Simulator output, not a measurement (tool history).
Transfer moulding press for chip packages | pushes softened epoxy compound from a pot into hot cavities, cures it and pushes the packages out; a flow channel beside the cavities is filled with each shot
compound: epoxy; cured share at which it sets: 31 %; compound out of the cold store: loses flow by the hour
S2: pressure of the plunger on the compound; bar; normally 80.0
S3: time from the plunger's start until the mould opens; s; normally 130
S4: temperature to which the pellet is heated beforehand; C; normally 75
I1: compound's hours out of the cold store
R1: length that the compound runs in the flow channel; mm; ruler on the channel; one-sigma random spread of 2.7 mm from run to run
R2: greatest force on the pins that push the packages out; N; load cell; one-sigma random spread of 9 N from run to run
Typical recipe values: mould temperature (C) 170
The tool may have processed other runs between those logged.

run 1 hour=0.0 | mould_temperature_(C)=170 S2=80.0 S3=130 S4=75 | I1=39.4 | R1=770 R2=495
-- hour=20.1 plunger's sealing rings changed
run 2 hour=39.9 | mould_temperature_(C)=170 S2=80.0 S3=130 S4=75 | I1=35.2 | R1=802 R2=563
-- hour=57.2 cavities cleaned with cleaning compound and waxed
run 3 hour=78.0 | mould_temperature_(C)=170 S2=80.0 S3=130 S4=75 | I1=20.8 | R1=832 R2=464
-- hour=139.8 cavities cleaned with cleaning compound and waxed
run 4 hour=139.9 | mould_temperature_(C)=170 S2=80.0 S3=130 S4=75 | I1=24.0 | R1=823 R2=425
run 5 hour=204.0 | mould_temperature_(C)=170 S2=80.0 S3=130 S4=75 | I1=33.0 | R1=796 R2=551
-- hour=225.3 cavities cleaned with cleaning compound and waxed
run 6 hour=242.6 | mould_temperature_(C)=170 S2=80.0 S3=130 S4=75 | I1=9.3 | R1=848 R2=478
-- hour=308.9 cavities cleaned with cleaning compound and waxed
run 7 hour=310.0 | mould_temperature_(C)=170 S2=80.0 S3=130 S4=75 | I1=9.9 | R1=835 R2=429
run 8 hour=345.3 | mould_temperature_(C)=170 S2=80.0 S3=130 S4=75 | I1=29.8 | R1=791 R2=518
-- hour=393.7 cavities cleaned with cleaning compound and waxed
run 9 hour=409.6 | mould_temperature_(C)=170 S2=80.0 S3=122 S4=75 | I1=45.0 | R1=759 R2=506
-- hour=420.0 plunger's sealing rings changed
run 10 hour=470.1 | mould_temperature_(C)=177 S2=77.0 S3=117 S4=74 | I1=11.1 | R1=823 R2=529
-- hour=479.4 cavities cleaned with cleaning compound and waxed
run 11 hour=535.6 | mould_temperature_(C)=166 S2=89.0 S3=130 S4=75 | I1=22.5 | R1=881 R2=699
-- hour=565.3 cavities cleaned with cleaning compound and waxed
run 12 hour=582.9 | mould_temperature_(C)=166 S2=89.0 S3=130 S4=75 | I1=21.9 | R1=878 R2=562
-- hour=650.1 cavities cleaned with cleaning compound and waxed
run 13 hour=650.1 | mould_temperature_(C)=166 S2=89.0 S3=117 S4=75 | I1=40.3 | R1=827 R2=633
run 14 hour=717.8 | mould_temperature_(C)=175 S2=89.0 S3=120 S4=75 | I1=25.7 | R1=835 R2=535

Predict each of these 3 candidate next runs independently; none follows another, all start after run 14:
-- hour=734.5 cavities cleaned with cleaning compound and waxed
run A hour=768.3 | mould_temperature_(C)=176 S2=89.0 S3=120 S4=83 | I1=26.1 | R1=? R2=?
-- hour=734.5 cavities cleaned with cleaning compound and waxed
run B hour=768.3 | mould_temperature_(C)=168 S2=77.9 S3=146 S4=75 | I1=30.1 | R1=? R2=?
-- hour=734.5 cavities cleaned with cleaning compound and waxed
run C hour=768.3 | mould_temperature_(C)=176 S2=89.0 S3=120 S4=75 | I1=25.1 | R1=? R2=?

run=A R1=828 R2=469
run=B R1=783 R2=503
run=C R1=835 R2=461
Stripped of hidden state, with their random variation kept, the same runs would have yielded:
run=A R1=859 R2=367
run=B R1=813 R2=393
run=C R1=866 R2=362

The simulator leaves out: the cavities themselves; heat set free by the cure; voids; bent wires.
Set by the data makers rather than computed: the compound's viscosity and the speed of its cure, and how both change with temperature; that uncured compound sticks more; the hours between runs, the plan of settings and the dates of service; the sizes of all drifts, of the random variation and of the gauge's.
